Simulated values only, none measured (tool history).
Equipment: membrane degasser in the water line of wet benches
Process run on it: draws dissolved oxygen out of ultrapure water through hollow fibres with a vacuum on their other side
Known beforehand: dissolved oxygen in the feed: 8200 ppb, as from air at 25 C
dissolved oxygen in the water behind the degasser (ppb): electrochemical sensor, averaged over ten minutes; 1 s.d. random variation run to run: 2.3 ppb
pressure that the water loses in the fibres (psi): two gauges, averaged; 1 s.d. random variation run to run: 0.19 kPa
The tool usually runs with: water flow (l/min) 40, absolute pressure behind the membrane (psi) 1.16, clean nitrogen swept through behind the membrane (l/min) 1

run	hour	water flow (l/min)	absolute pressure behind the membrane (psi)	clean nitrogen swept through behind the membrane (l/min)	dissolved oxygen in the water behind the degasser (ppb)	pressure that the water loses in the fibres (psi)
1	0	40	1.16	1	398.1	5.355
2	46.6	40	2.645	1	1092.8	5.353
3	73.3	40	2.645	1	1103.7	5.34
4	92.9	40	2.645	1	1095	5.361
5	135.5	40	2.645	1	1109.8	5.366
6	182.9	40	2.434	1	1019	5.397
7	227.7	40	2.434	1	1003.9	5.435
8	259.6	40	1.16	1.7	271	5.374
9	303.1	40	1.16	1.7	270.5	5.406
10	324.4	40	1.16	1.7	270.9	5.414
11	345.8	40	1.16	1.7	273	5.426
12	386.4	40	1.16	1.7	270.8	5.336
13	429.6	40	1.16	1.7	272.2	5.42
14	449.1	40	1.16	1.7	269.9	5.387
15	492.7	40	1.16	1.7	270.1	5.382
16	524.4	40	1.16	1.7	271.6	5.433
17	544	40	1.16	1.7	269.7	5.455
18	574.3	40	1.06	2.08	204.5	5.442
19	611.3	40	1.06	2.08	205.6	5.426
20	642.6	40	0.953	1	294.5	5.445
21	680.2	52	2.621	0.41	2218.4	7.06
22	727.1	25	1.59	1.97	235.7	3.368
23	764.9	40	1.63	1	636.9	5.435
24	810.8	32	0.995	1	258.7	4.3
25	854.5	40	1.16	0.5	632.3	5.436
26	874.3	40	1.165	1	398.6	5.487
27	904.1	40	1.165	1	402.7	5.423
28	943	32	0.767	0.87	174.6	4.34
29	989.7	32	0.911	2.47	112.5	4.39
30	1021.4	24	0.777	2.17	68.1	3.282
31	1066.4	24	0.777	2.17	67.3	3.26

A few steps of pressure that the water loses in the fibres (psi) between consecutive runs. Split each: what settings, incoming material and random variation would produce without the hidden state, and what is left over for the hidden state, along with gauge scatter present in only one of the two compared results (measured, and without hidden state):
Unlogged tool condition in this case: membrane still open, %; true pressure behind the membrane over the reading, kPa; air that leaks in behind the membrane, l/min; drift of the gauge itself on oxygen_ppb, %; drift of the gauge itself on loss_of_pressure_kpa, %.
Run 20 -> 21: water flow (l/min) 40 -> 52, absolute pressure behind the membrane (psi) 0.953 -> 2.621, clean nitrogen swept through behind the membrane (l/min) 1 -> 0.41. pressure that the water loses in the fibres (psi) +1.616: hidden state +0.026, all else +1.59.
Run 21 -> 22: water flow (l/min) 52 -> 25, absolute pressure behind the membrane (psi) 2.621 -> 1.59, clean nitrogen swept through behind the membrane (l/min) 0.41 -> 1.97. pressure that the water loses in the fibres (psi) -3.693: hidden state -0.049, all else -3.643.
Run 22 -> 23: water flow (l/min) 25 -> 40, absolute pressure behind the membrane (psi) 1.59 -> 1.63, clean nitrogen swept through behind the membrane (l/min) 1.97 -> 1. pressure that the water loses in the fibres (psi) +2.067: hidden state +0.036, all else +2.031.
